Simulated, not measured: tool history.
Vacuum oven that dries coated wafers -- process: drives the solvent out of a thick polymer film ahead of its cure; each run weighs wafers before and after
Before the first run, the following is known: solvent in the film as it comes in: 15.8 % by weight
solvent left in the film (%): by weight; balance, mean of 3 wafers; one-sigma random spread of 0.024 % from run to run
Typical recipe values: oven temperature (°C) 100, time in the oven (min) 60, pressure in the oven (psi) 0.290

{"run": 1, "day": 0.0, "oven temperature (°C)": 100, "time in the oven (min)": 60, "pressure in the oven (psi)": 0.29, "solvent left in the film (%)": 1.41}
{"run": 2, "day": 2.354, "oven temperature (°C)": 100, "time in the oven (min)": 60, "pressure in the oven (psi)": 0.29, "solvent left in the film (%)": 1.43}
{"run": 3, "day": 3.888, "oven temperature (°C)": 100, "time in the oven (min)": 60, "pressure in the oven (psi)": 0.29, "solvent left in the film (%)": 1.43}
{"run": 4, "day": 4.971, "oven temperature (°C)": 100, "time in the oven (min)": 60, "pressure in the oven (psi)": 0.29, "solvent left in the film (%)": 1.47}
{"run": 5, "day": 6.817, "oven temperature (°C)": 88, "time in the oven (min)": 60, "pressure in the oven (psi)": 0.29, "solvent left in the film (%)": 4.16}
{"run": 6, "day": 8.179, "oven temperature (°C)": 88, "time in the oven (min)": 60, "pressure in the oven (psi)": 0.29, "solvent left in the film (%)": 4.14}
{"run": 7, "day": 9.621, "oven temperature (°C)": 88, "time in the oven (min)": 60, "pressure in the oven (psi)": 0.29, "solvent left in the film (%)": 4.18}
{"run": 8, "day": 11.825, "oven temperature (°C)": 90, "time in the oven (min)": 60, "pressure in the oven (psi)": 0.29, "solvent left in the film (%)": 3.56}
{"run": 9, "day": 13.117, "oven temperature (°C)": 90, "time in the oven (min)": 60, "pressure in the oven (psi)": 0.29, "solvent left in the film (%)": 3.57}
{"run": 10, "day": 15.429, "oven temperature (°C)": 100, "time in the oven (min)": 74, "pressure in the oven (psi)": 0.29, "solvent left in the film (%)": 1.15}
{"run": 11, "day": 17.029, "oven temperature (°C)": 100, "time in the oven (min)": 60, "pressure in the oven (psi)": 0.29, "solvent left in the film (%)": 1.4}
{"run": 12, "day": 18.612, "oven temperature (°C)": 100, "time in the oven (min)": 60, "pressure in the oven (psi)": 0.164, "solvent left in the film (%)": 1.09}
{"run": 13, "day": 20.946, "oven temperature (°C)": 100, "time in the oven (min)": 89, "pressure in the oven (psi)": 0.29, "solvent left in the film (%)": 1.01}
{"run": 14, "day": 22.012, "oven temperature (°C)": 100, "time in the oven (min)": 89, "pressure in the oven (psi)": 0.29, "solvent left in the film (%)": 0.97}
{"run": 15, "day": 23.804, "oven temperature (°C)": 100, "time in the oven (min)": 60, "pressure in the oven (psi)": 0.97, "solvent left in the film (%)": 3.44}
{"run": 16, "day": 25.746, "oven temperature (°C)": 113, "time in the oven (min)": 60, "pressure in the oven (psi)": 0.97, "solvent left in the film (%)": 1.88}
{"run": 17, "day": 26.925, "oven temperature (°C)": 113, "time in the oven (min)": 60, "pressure in the oven (psi)": 0.97, "solvent left in the film (%)": 1.87}
{"run": 18, "day": 28.058, "oven temperature (°C)": 113, "time in the oven (min)": 60, "pressure in the oven (psi)": 0.97, "solvent left in the film (%)": 1.9}
{"run": 19, "day": 30.258, "oven temperature (°C)": 113, "time in the oven (min)": 60, "pressure in the oven (psi)": 0.97, "solvent left in the film (%)": 1.9}
{"run": 20, "day": 32.342, "oven temperature (°C)": 113, "time in the oven (min)": 60, "pressure in the oven (psi)": 0.97, "solvent left in the film (%)": 1.92}
{"day": 33.908, "done": "oven's thermocouples calibrated"}
{"run": 21, "day": 34.038, "oven temperature (°C)": 113, "time in the oven (min)": 60, "pressure in the oven (psi)": 0.97, "solvent left in the film (%)": 1.87}
{"run": 22, "day": 35.054, "oven temperature (°C)": 113, "time in the oven (min)": 60, "pressure in the oven (psi)": 0.97, "solvent left in the film (%)": 1.86}
{"run": 23, "day": 36.608, "oven temperature (°C)": 113, "time in the oven (min)": 60, "pressure in the oven (psi)": 0.97, "solvent left in the film (%)": 1.86}
{"run": 24, "day": 38.825, "oven temperature (°C)": 115, "time in the oven (min)": 45, "pressure in the oven (psi)": 0.551, "solvent left in the film (%)": 1.05}
{"run": 25, "day": 41.171, "oven temperature (°C)": 113, "time in the oven (min)": 81, "pressure in the oven (psi)": 0.148, "solvent left in the film (%)": 0.29}
{"run": 26, "day": 42.354, "oven temperature (°C)": 85, "time in the oven (min)": 106, "pressure in the oven (psi)": 0.88, "solvent left in the film (%)": 5.9}
{"run": 27, "day": 43.662, "oven temperature (°C)": 85, "time in the oven (min)": 106, "pressure in the oven (psi)": 0.88, "solvent left in the film (%)": 5.88}
{"run": 28, "day": 45.925, "oven temperature (°C)": 85, "time in the oven (min)": 106, "pressure in the oven (psi)": 0.88, "solvent left in the film (%)": 5.82}
{"run": 29, "day": 47.742, "oven temperature (°C)": 100, "time in the oven (min)": 65, "pressure in the oven (psi)": 0.637, "solvent left in the film (%)": 2.31}
{"run": 30, "day": 49.958, "oven temperature (°C)": 115, "time in the oven (min)": 76, "pressure in the oven (psi)": 0.85, "solvent left in the film (%)": 1.59}
{"run": 31, "day": 51.683, "oven temperature (°C)": 101, "time in the oven (min)": 76, "pressure in the oven (psi)": 0.152, "solvent left in the film (%)": 0.6}
{"run": 32, "day": 53.579, "oven temperature (°C)": 100, "time in the oven (min)": 42, "pressure in the oven (psi)": 0.219, "solvent left in the film (%)": 2.05}
{"run": 33, "day": 55.917, "oven temperature (°C)": 100, "time in the oven (min)": 42, "pressure in the oven (psi)": 0.219, "solvent left in the film (%)": 2.05}
{"run": 34, "day": 57.546, "oven temperature (°C)": 100, "time in the oven (min)": 66, "pressure in the oven (psi)": 0.219, "solvent left in the film (%)": 1.09}
{"run": 35, "day": 58.762, "oven temperature (°C)": 100, "time in the oven (min)": 66, "pressure in the oven (psi)": 0.219, "solvent left in the film (%)": 1.05}
{"run": 36, "day": 60.717, "oven temperature (°C)": 100, "time in the oven (min)": 66, "pressure in the oven (psi)": 0.219, "solvent left in the film (%)": 1.1}
{"run": 37, "day": 62.558, "oven temperature (°C)": 111, "time in the oven (min)": 60, "pressure in the oven (psi)": 0.206, "solvent left in the film (%)": 0.45}
{"run": 38, "day": 63.942, "oven temperature (°C)": 92, "time in the oven (min)": 70, "pressure in the oven (psi)": 0.329, "solvent left in the film (%)": 2.68}
{"run": 39, "day": 66.225, "oven temperature (°C)": 102, "time in the oven (min)": 60, "pressure in the oven (psi)": 0.254, "solvent left in the film (%)": 1.09}
{"run": 40, "day": 67.8, "oven temperature (°C)": 100, "time in the oven (min)": 48, "pressure in the oven (psi)": 0.776, "solvent left in the film (%)": 3.26}
{"run": 41, "day": 70.158, "oven temperature (°C)": 100, "time in the oven (min)": 48, "pressure in the oven (psi)": 0.776, "solvent left in the film (%)": 3.28}
{"run": 42, "day": 72.188, "oven temperature (°C)": 100, "time in the oven (min)": 96, "pressure in the oven (psi)": 0.255, "solvent left in the film (%)": 0.86}
{"run": 43, "day": 74.267, "oven temperature (°C)": 100, "time in the oven (min)": 96, "pressure in the oven (psi)": 0.255, "solvent left in the film (%)": 0.88}
{"run": 44, "day": 76.296, "oven temperature (°C)": 100, "time in the oven (min)": 96, "pressure in the oven (psi)": 0.255, "solvent left in the film (%)": 0.92}
{"run": 45, "day": 78.392, "oven temperature (°C)": 100, "time in the oven (min)": 96, "pressure in the oven (psi)": 0.255, "solvent left in the film (%)": 0.82}
{"run": 46, "day": 79.692, "oven temperature (°C)": 100, "time in the oven (min)": 96, "pressure in the oven (psi)": 0.17, "solvent left in the film (%)": 0.62}

4 options for the next run, each taken on its own from the tool as it stands now. Forecast them:
{"run": "A", "day": 81.571, "oven temperature (°C)": 100, "time in the oven (min)": 60, "pressure in the oven (psi)": 0.331, "solvent left in the film (%)": "?"}
{"run": "B", "day": 81.571, "oven temperature (°C)": 90, "time in the oven (min)": 96, "pressure in the oven (psi)": 0.17, "solvent left in the film (%)": "?"}
{"run": "C", "day": 81.571, "oven temperature (°C)": 85, "time in the oven (min)": 52, "pressure in the oven (psi)": 0.17, "solvent left in the film (%)": "?"}
{"run": "D", "day": 81.571, "oven temperature (°C)": 90, "time in the oven (min)": 60, "pressure in the oven (psi)": 0.393, "solvent left in the film (%)": "?"}

run=A solvent_left_in_the_film_(%)=1.57
run=B solvent_left_in_the_film_(%)=1.60
run=C solvent_left_in_the_film_(%)=5.30
run=D solvent_left_in_the_film_(%)=4.00
Stripped of hidden state, with their random variation kept, the same runs would have yielded:
run=A solvent_left_in_the_film_(%)=1.57
run=B solvent_left_in_the_film_(%)=1.59
run=C solvent_left_in_the_film_(%)=5.31
run=D solvent_left_in_the_film_(%)=4.00
